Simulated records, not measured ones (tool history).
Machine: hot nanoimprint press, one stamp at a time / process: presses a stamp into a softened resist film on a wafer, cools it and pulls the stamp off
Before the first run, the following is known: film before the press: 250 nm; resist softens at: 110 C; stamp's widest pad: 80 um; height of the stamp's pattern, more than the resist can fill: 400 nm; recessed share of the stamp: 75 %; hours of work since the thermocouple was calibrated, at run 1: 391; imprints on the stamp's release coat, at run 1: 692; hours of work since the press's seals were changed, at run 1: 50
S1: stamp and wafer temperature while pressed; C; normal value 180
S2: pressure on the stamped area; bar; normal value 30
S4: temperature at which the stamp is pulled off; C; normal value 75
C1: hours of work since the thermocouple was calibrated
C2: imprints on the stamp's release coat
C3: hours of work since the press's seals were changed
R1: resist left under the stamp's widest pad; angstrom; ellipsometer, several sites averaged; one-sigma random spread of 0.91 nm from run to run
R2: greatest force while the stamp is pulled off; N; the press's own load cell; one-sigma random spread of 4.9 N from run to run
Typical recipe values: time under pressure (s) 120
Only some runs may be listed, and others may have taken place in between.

run 1 hour=0 | S1=180 S2=30 time_under_pressure_(s)=120 S4=75 | C1=391 C2=692 C3=50 | R1=1312 R2=259
run 2 hour=15.3 | S1=180 S2=30 time_under_pressure_(s)=120 S4=75 | C1=401 C2=744 C3=61 | R1=1314 R2=264
run 3 hour=27.4 | S1=180 S2=30 time_under_pressure_(s)=120 S4=75 | C1=409 C2=784 C3=69 | R1=1329 R2=264
run 4 hour=34.9 | S1=180 S2=30 time_under_pressure_(s)=120 S4=75 | C1=415 C2=809 C3=74 | R1=1290 R2=277
run 5 hour=43.3 | S1=180 S2=30 time_under_pressure_(s)=120 S4=75 | C1=420 C2=837 C3=80 | R1=1307 R2=268
run 6 hour=52.2 | S1=180 S2=19.4 time_under_pressure_(s)=120 S4=75 | C1=427 C2=867 C3=86 | R1=1592 R2=270
run 7 hour=64.8 | S1=180 S2=30 time_under_pressure_(s)=120 S4=79 | C1=435 C2=909 C3=95 | R1=1314 R2=260
run 8 hour=77.4 | S1=180 S2=30 time_under_pressure_(s)=120 S4=79 | C1=444 C2=951 C3=103 | R1=1307 R2=256
run 9 hour=87.7 | S1=180 S2=30 time_under_pressure_(s)=120 S4=79 | C1=451 C2=986 C3=110 | R1=1331 R2=261
run 10 hour=98.1 | S1=180 S2=30 time_under_pressure_(s)=120 S4=79 | C1=458 C2=1020 C3=117 | R1=1297 R2=261
run 11 hour=105.1 | S1=180 S2=21.1 time_under_pressure_(s)=120 S4=79 | C1=463 C2=1044 C3=122 | R1=1521 R2=257
run 12 hour=119.8 | S1=182 S2=21.1 time_under_pressure_(s)=120 S4=79 | C1=473 C2=1093 C3=132 | R1=1450 R2=270
run 13 hour=135.8 | S1=182 S2=21.1 time_under_pressure_(s)=120 S4=79 | C1=484 C2=1147 C3=143 | R1=1446 R2=259
run 14 hour=150.7 | S1=182 S2=21.1 time_under_pressure_(s)=120 S4=79 | C1=494 C2=1196 C3=154 | R1=1446 R2=263
run 15 hour=162.9 | S1=180 S2=18.4 time_under_pressure_(s)=120 S4=75 | C1=503 C2=1237 C3=162 | R1=1603 R2=290
run 16 hour=179.4 | S1=187 S2=24.5 time_under_pressure_(s)=120 S4=75 | C1=514 C2=1292 C3=173 | R1=1215 R2=285
-- hour=183.7 plate thermocouple calibrated
run 17 hour=191.6 | S1=180 S2=29.4 time_under_pressure_(s)=128 S4=69 | C1=5 C2=1323 C3=180 | R1=1336 R2=310
run 18 hour=202.3 | S1=186 S2=29.4 time_under_pressure_(s)=169 S4=70 | C1=13 C2=1359 C3=187 | R1=1038 R2=310
run 19 hour=215.8 | S1=186 S2=29.4 time_under_pressure_(s)=169 S4=70 | C1=22 C2=1404 C3=196 | R1=1045 R2=324
run 20 hour=231.6 | S1=180 S2=45.2 time_under_pressure_(s)=136 S4=60 | C1=33 C2=1457 C3=207 | R1=1064 R2=374
-- hour=243.7 plate thermocouple calibrated, once more
run 21 hour=249.4 | S1=185 S2=43.1 time_under_pressure_(s)=122 S4=78 | C1=4 C2=1506 C3=217 | R1=929 R2=279
run 22 hour=256.6 | S1=185 S2=43.1 time_under_pressure_(s)=122 S4=78 | C1=9 C2=1530 C3=222 | R1=927 R2=276
run 23 hour=265.1 | S1=182 S2=29.8 time_under_pressure_(s)=100 S4=80 | C1=15 C2=1559 C3=228 | R1=1285 R2=268
run 24 hour=281.5 | S1=180 S2=25.1 time_under_pressure_(s)=120 S4=73 | C1=26 C2=1613 C3=239 | R1=1373 R2=300
run 25 hour=290.7 | S1=180 S2=30 time_under_pressure_(s)=120 S4=71 | C1=32 C2=1644 C3=246 | R1=1278 R2=312
run 26 hour=300.3 | S1=178 S2=33.6 time_under_pressure_(s)=83 S4=75 | C1=39 C2=1676 C3=252 | R1=1433 R2=285
run 27 hour=310.9 | S1=180 S2=21.2 time_under_pressure_(s)=120 S4=75 | C1=46 C2=1712 C3=260 | R1=1475 R2=298
run 28 hour=326.9 | S1=180 S2=21.2 time_under_pressure_(s)=120 S4=75 | C1=57 C2=1765 C3=271 | R1=1478 R2=302
run 29 hour=343.4 | S1=180 S2=32.4 time_under_pressure_(s)=62 S4=61 | C1=69 C2=1820 C3=282 | R1=1517 R2=370
run 30 hour=354.3 | S1=185 S2=32.4 time_under_pressure_(s)=213 S4=78 | C1=76 C2=1857 C3=290 | R1=870 R2=282

3 ways to go on from here, each from the tool as it stands after run 30. What would each give?
run A hour=362 | S1=188 S2=32.4 time_under_pressure_(s)=152 S4=78 | C1=81 C2=1883 C3=295 | R1=? R2=?
run B hour=362 | S1=185 S2=32.4 time_under_pressure_(s)=213 S4=78 | C1=81 C2=1883 C3=295 | R1=? R2=?
run C hour=362 | S1=180 S2=47.8 time_under_pressure_(s)=127 S4=78 | C1=81 C2=1883 C3=295 | R1=? R2=?

run=A R1=935 R2=286
run=B R1=869 R2=299
run=C R1=1012 R2=274
With no hidden state in the tool, these same runs would have given:
run=A R1=928 R2=224
run=B R1=862 R2=233
run=C R1=1002 R2=214
